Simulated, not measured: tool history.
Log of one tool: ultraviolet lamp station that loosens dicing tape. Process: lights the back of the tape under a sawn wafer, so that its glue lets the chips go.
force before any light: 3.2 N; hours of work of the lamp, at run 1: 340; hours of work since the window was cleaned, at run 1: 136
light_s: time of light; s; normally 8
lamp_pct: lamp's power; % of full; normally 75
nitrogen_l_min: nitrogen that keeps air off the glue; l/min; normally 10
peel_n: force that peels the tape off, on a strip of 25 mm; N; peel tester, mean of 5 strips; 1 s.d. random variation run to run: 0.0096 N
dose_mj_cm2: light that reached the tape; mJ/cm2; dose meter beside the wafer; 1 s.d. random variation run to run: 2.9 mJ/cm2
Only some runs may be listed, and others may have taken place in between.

run,hour,light_s,lamp_pct,nitrogen_l_min,hours of work of the lamp,hours of work since the window was cleaned,peel_n,dose_mj_cm2
1,0.0,8,75,10,340,136,0.488,360
2,34.2,8,75,10,361,157,0.516,362
3,93.9,5,75,10,397,193,0.925,223
4,132.9,8,75,12,421,217,0.455,345
5,193.1,8,75,12,458,254,0.479,339
6,248.8,8,75,3,493,288,1.009,335
7,308.7,8,75,4,529,325,0.923,325
8,347.5,8,75,4,553,349,0.951,327
9,410.3,8,75,4,592,388,0.952,318
10,467.1,8,75,4,627,422,0.973,308
11,536.2,8,75,4,669,465,1.032,301
12,601.6,8,75,10,709,505,0.660,299
13,658.9,8,75,10,744,540,0.650,294
14,729.8,8,75,9,788,584,0.738,285
15,793.8,8,75,9,827,623,0.747,277
# hour 824.8: window cleaned of glue's vapour
16,832.7,8,71,10,851,5,0.658,302
17,876.6,8,71,10,878,32,0.655,299
18,910.7,9,75,10,899,53,0.513,352
19,974.3,9,75,10,938,92,0.549,341
20,1040.0,9,75,10,978,132,0.550,332
21,1109.0,8,81,10,1021,175,0.608,307
22,1167.6,6,75,10,1057,211,0.943,209
23,1211.0,6,75,10,1083,237,1.001,207
24,1262.1,8,98,10,1115,269,0.531,353
# hour 1290.4: lamp changed
25,1304.6,8,88,10,9,294,0.359,451
26,1357.7,8,62,10,41,327,0.600,311
27,1396.3,9,65,13,65,350,0.426,362
28,1461.4,15,92,4,105,390,0.285,849
29,1495.3,5,94,19,126,411,0.498,290
30,1551.1,5,94,19,160,445,0.526,280
31,1590.9,5,94,19,185,470,0.529,276
32,1636.2,5,64,6,212,498,1.301,184
33,1685.6,5,72,6,243,528,1.211,207
34,1732.2,5,72,6,271,557,1.258,202
35,1798.5,5,63,4,312,597,1.606,172
36,1847.0,5,63,4,342,627,1.599,173
# hour 1872.5: window cleaned of glue's vapour
37,1893.7,5,63,4,370,13,1.456,196
38,1926.5,5,99,3,390,33,1.167,302
39,1972.3,5,99,3,419,61,1.203,294
40,2035.8,6,62,19,457,100,0.737,217
41,2090.6,6,83,6,491,134,0.883,282
42,2119.4,8,99,10,509,152,0.376,452

Consider 5 possible next runs. They are alternatives, not a sequence: every one starts from the tool as it was left by run 42. What does each give?
A,2188.4,8,99,3,551,194,?,?
B,2188.4,12,61,9,551,194,?,?
C,2188.4,5,68,3,551,194,?,?
D,2188.4,7,90,6,551,194,?,?
E,2188.4,10,91,10,551,194,?,?

run,peel_n,dose_mj_cm2
A,0.767,436
B,0.464,406
C,1.600,190
D,0.698,353
E,0.336,511
Had the tool no hidden state, the same runs would have come out as:
run,peel_n,dose_mj_cm2
A,0.576,544
B,0.351,507
C,1.371,237
D,0.521,441
E,0.271,638
